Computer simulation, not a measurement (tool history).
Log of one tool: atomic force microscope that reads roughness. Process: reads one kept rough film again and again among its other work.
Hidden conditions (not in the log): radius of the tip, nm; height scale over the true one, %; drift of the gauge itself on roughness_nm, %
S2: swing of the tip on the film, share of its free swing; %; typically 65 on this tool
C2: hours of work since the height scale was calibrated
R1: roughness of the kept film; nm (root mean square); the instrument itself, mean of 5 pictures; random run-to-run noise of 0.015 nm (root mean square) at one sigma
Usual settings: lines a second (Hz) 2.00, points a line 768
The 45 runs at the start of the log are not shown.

Run 46, hour 790.9: usual settings but S2 75 %; pictures with this tip 167; C2 91. Result: R1 2.795 nm (root mean square).
Run 47, hour 802.7: usual settings but lines a second (Hz) 0.78, points a line 738; pictures with this tip 179; C2 96. Result: R1 2.875 nm (root mean square).
Run 48, hour 814.2: usual settings but lines a second (Hz) 0.78, points a line 738; pictures with this tip 191; C2 102. Result: R1 2.807 nm (root mean square).
Run 49, hour 830.9: usual settings but lines a second (Hz) 0.68, S2 74 %, points a line 680; pictures with this tip 209; C2 110. Result: R1 2.720 nm (root mean square).
Run 50, hour 842.7: usual settings but lines a second (Hz) 0.68, S2 74 %, points a line 680; pictures with this tip 221; C2 116. Result: R1 2.713 nm (root mean square).
Run 51, hour 860.7: usual settings but lines a second (Hz) 0.68, S2 74 %, points a line 680; pictures with this tip 240; C2 124. Result: R1 2.647 nm (root mean square).
At hour 876.8: new tip fitted.
Run 52, hour 876.9: usual settings but lines a second (Hz) 0.68, S2 74 %, points a line 336; pictures with this tip 0; C2 132. Result: R1 3.548 nm (root mean square).
Run 53, hour 900.0: usual settings but lines a second (Hz) 0.85, points a line 639; pictures with this tip 25; C2 143. Result: R1 3.472 nm (root mean square).

Consider 4 possible next runs. They are alternatives, not a sequence: every one starts from the tool as it was left by run 53. What does each give?
Run A, hour 914.8: usual settings but lines a second (Hz) 0.73, S2 80 %, points a line 628; pictures with this tip 40; C2 150. Result: R1 ?.
Run B, hour 914.8: usual settings but S2 70 %, points a line 636; pictures with this tip 40; C2 150. Result: R1 ?.
Run C, hour 914.8: usual settings but points a line 695; pictures with this tip 40; C2 150. Result: R1 ?.
Run D, hour 914.8: usual settings but lines a second (Hz) 0.79, S2 71 %, points a line 272; pictures with this tip 40; C2 150. Result: R1 ?.

run     R1
  A  3.381
  B  3.339
  C  3.371
  D  3.304
Take away the tool's hidden state, keep each run's random variation, and the runs would have read:
run     R1
  A  3.651
  B  3.604
  C  3.639
  D  3.568
